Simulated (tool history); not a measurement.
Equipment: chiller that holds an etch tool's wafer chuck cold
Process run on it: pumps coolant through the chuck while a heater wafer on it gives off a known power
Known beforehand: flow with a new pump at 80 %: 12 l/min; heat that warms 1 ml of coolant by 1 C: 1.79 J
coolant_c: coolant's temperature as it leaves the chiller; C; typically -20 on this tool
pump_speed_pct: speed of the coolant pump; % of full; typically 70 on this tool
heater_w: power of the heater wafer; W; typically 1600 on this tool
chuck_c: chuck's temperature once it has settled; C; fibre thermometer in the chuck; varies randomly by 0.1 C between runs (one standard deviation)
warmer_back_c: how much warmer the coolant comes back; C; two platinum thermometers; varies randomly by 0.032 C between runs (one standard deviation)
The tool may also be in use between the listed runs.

| run | hour | coolant_c | pump_speed_pct | heater_w | chuck_c | warmer_back_c |
|---|---|---|---|---|---|---|
| 1 | 0.0 | -20 | 70 | 1600 | -9.0 | 5.30 |
| 2 | 76.3 | -20 | 70 | 1600 | -9.0 | 5.16 |
| 3 | 202.8 | -20 | 70 | 1600 | -9.0 | 5.25 |
| 4 | 357.0 | -20 | 70 | 1600 | -8.8 | 5.12 |
| 5 | 423.3 | -20 | 70 | 1600 | -9.0 | 5.25 |
| 6 | 520.9 | -20 | 70 | 1600 | -9.0 | 5.20 |
| 7 | 638.8 | -20 | 70 | 1600 | -9.0 | 5.17 |
| 8 | 736.7 | -20 | 70 | 1600 | -8.9 | 5.15 |
| 9 | 883.2 | -21 | 70 | 1600 | -10.0 | 5.08 |
| 10 | 1029.1 | -21 | 70 | 1600 | -9.9 | 5.05 |
| 11 | 1163.9 | -21 | 87 | 1600 | -11.7 | 3.99 |
| 12 | 1296.5 | -20 | 70 | 1600 | -8.9 | 5.03 |
| 13 | 1379.0 | -20 | 70 | 1514 | -9.4 | 4.77 |
| 14 | 1462.7 | -20 | 98 | 1600 | -11.5 | 3.34 |
| 15 | 1564.9 | -20 | 70 | 1754 | -7.9 | 5.54 |
| 16 | 1667.3 | -25 | 75 | 1938 | -12.5 | 5.61 |
| 17 | 1769.6 | -20 | 79 | 829 | -14.8 | 2.14 |
| 18 | 1881.5 | -20 | 79 | 829 | -15.0 | 2.12 |
| 19 | 2022.5 | -20 | 97 | 1600 | -11.3 | 3.34 |
| 20 | 2141.5 | -20 | 69 | 888 | -13.9 | 2.71 |
| 21 | 2207.6 | -13 | 73 | 1600 | -2.2 | 4.76 |
| 22 | 2353.6 | -13 | 71 | 1600 | -2.1 | 4.85 |
| 23 | 2489.2 | -13 | 71 | 1600 | -2.3 | 4.85 |

Run 24, settings as shown, results not yet in. Your forecast:
| 24 | 2571.7 | -28 | 70 | 1271 | ? | ? |

{"run 24": {"chuck_c": -19.2, "warmer_back_c": 3.86}}
Take away the tool's hidden state, keep the run-to-run variation as it was, and the same run would have given chuck_c -19.3 C, warmer_back_c 4.15 C.
